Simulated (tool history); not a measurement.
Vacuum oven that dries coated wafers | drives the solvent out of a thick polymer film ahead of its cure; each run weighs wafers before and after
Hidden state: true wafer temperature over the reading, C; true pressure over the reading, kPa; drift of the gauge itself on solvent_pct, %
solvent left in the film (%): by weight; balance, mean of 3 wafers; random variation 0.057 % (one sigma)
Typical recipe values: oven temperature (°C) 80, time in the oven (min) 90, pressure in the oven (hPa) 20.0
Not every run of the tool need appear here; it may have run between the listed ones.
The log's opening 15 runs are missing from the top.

run	hour	oven temperature (°C)	time in the oven (min)	pressure in the oven (hPa)	hours of work since the thermocouples were calibrated	hours of work since the vacuum gauge was cleaned of residue	solvent left in the film (%)
# hour 727.5: vacuum gauge cleaned of residue and calibrated
16	767.5	80	90	30.0	993	21	3.94
17	824.1	80	90	20.9	1022	50	3.69
18	859.1	80	90	24.6	1040	68	3.64
19	903.6	80	90	24.6	1063	91	3.73
20	940.3	80	90	24.6	1082	110	3.65
21	970.3	84	70	19.9	1098	125	3.80
22	1001.5	80	90	22.7	1114	141	3.73
23	1034.3	80	90	22.7	1131	158	3.59
24	1066.1	80	90	22.7	1147	174	3.69
25	1116.7	66	136	26.4	1173	200	5.88
26	1187.6	83	90	79.9	1210	237	4.40
27	1246.9	80	48	31.0	1240	267	7.49
28	1286.4	80	48	31.0	1261	288	7.58
29	1351.1	68	117	20.0	1294	321	5.82
30	1409.2	74	117	40.0	1324	351	4.65
31	1449.3	70	119	40.9	1344	372	5.93

Below are 4 alternative next runs, each starting from the tool's condition after run 31. Predict each:
A	1492.7	89	119	20.4	1367	394	?
B	1492.7	80	47	20.0	1367	394	?
C	1492.7	70	50	46.2	1367	394	?
D	1492.7	81	75	23.5	1367	394	?

run	solvent left in the film (%)
A	1.01
B	7.36
C	10.97
D	4.35
Without the tool's hidden state the same runs would have given:
run	solvent left in the film (%)
A	1.00
B	7.31
C	10.92
D	4.31
